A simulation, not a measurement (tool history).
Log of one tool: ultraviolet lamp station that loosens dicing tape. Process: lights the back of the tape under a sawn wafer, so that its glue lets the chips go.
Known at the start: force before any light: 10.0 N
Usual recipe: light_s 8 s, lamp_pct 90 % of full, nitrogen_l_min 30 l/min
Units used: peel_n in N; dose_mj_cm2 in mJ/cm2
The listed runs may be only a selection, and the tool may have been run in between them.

run,day,light_s,lamp_pct,nitrogen_l_min,peel_n,dose_mj_cm2
1,0.000,8,90,30,0.995,230
2,2.158,8,90,30,1.022,219
3,4.438,8,90,15,1.790,219
4,6.858,8,90,30,1.190,212
5,9.312,8,90,30,1.245,207
6,12.121,8,82,30,1.580,182
7,14.029,8,90,30,1.417,195
8,16.033,8,89,30,1.534,187
9,17.754,8,82,30,1.763,171
# day 19.454: window cleaned of glue's vapour
10,19.454,8,65,30,2.023,158
11,21.108,5,90,30,2.486,136
12,23.225,5,90,30,2.565,130
13,25.596,4,90,30,3.512,100
14,27.196,8,90,30,1.397,199
15,29.979,8,90,30,1.436,191
16,32.392,8,90,30,1.509,184
17,34.588,8,90,30,1.597,181
18,35.812,8,90,46,1.316,177
19,38.567,9,90,30,1.420,195
# day 39.404: window cleaned of glue's vapour
20,40.000,9,90,30,1.051,226
21,41.971,9,90,30,1.099,218
22,43.971,9,90,30,1.169,213
23,46.775,15,86,14,0.877,332
24,47.950,8,76,33,1.969,151
25,50.342,8,86,11,2.899,171
26,53.221,8,86,11,3.070,161

The next listed run, before its measurement:
27,54.983,5,90,24,?,?

peel_n: 3.711 N
dose_mj_cm2: 104 mJ/cm2
The same run, on a tool lacking any hidden state, would have yielded peel_n 1.887 N, dose_mj_cm2 178 mJ/cm2.
